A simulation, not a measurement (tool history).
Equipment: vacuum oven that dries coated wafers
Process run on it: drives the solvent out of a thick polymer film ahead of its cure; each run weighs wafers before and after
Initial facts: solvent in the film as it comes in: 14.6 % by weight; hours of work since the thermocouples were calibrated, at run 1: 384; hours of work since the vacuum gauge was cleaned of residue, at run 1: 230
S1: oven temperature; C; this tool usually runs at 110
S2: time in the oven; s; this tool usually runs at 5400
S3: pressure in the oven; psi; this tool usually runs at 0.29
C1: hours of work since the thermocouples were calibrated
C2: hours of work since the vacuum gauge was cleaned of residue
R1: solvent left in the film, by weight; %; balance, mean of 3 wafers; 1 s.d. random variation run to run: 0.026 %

run	day	S1	S2	S3	C1	C2	R1
1	0	110	5400	0.29	384	230	2.28
2	2.325	110	5400	0.29	410	257	2.33
3	3.829	110	5400	0.811	428	274	5.22
4	6.029	110	5400	0.811	453	300	5.24
5	7.767	110	5400	0.811	473	320	5.24
6	9.171	110	5400	0.29	489	336	2.45
7	11.558	110	5400	0.519	516	363	3.62
8	12.729	110	5400	0.519	530	377	3.64
9	14.467	110	5400	0.519	550	397	3.67
10	16.283	110	5400	0.519	571	417	3.7
11	17.483	110	5400	0.29	585	431	2.45
12	19.358	103	5400	0.29	606	453	3.91
# day 19.608: oven's thermocouples calibrated
13	21.733	108	5400	0.29	24	479	2.86
14	24.162	108	7320	0.194	52	507	1.79
15	25.408	100	5100	0.442	67	521	6.12
# day 26.842: oven's thermocouples calibrated, once more
16	27.062	96	3720	0.27	3	539	6.93
17	28.392	110	5160	0.77	18	555	4.95
18	30.796	110	5160	0.77	45	582	4.94
19	33.162	110	5160	0.677	73	610	4.43
20	35.088	110	5160	0.677	95	632	4.45
21	37.283	108	4860	0.677	120	657	5.06
22	39.1	101	5400	0.29	141	678	4.35

Subtracting, for every run, the result it would have given without the tool's unlogged condition from the measured result gives the following. The same run-to-run variation enters both numbers; the gauge's scatter may not:
What the log doesn't record here: true wafer temperature over the reading, C; true pressure over the reading, kPa; drift of the gauge itself on solvent_pct, %.
run	R1
1	+0.07
2	+0.08
3	+0.11
4	+0.12
5	+0.13
6	+0.11
7	+0.13
8	+0.13
9	+0.14
10	+0.15
11	+0.15
12	+0.21
13	+0.23
14	+0.19
15	+0.36
16	-0.04
17	-0.02
18	-0.01
19	+0.01
20	+0.02
21	+0.02
22	+0.05
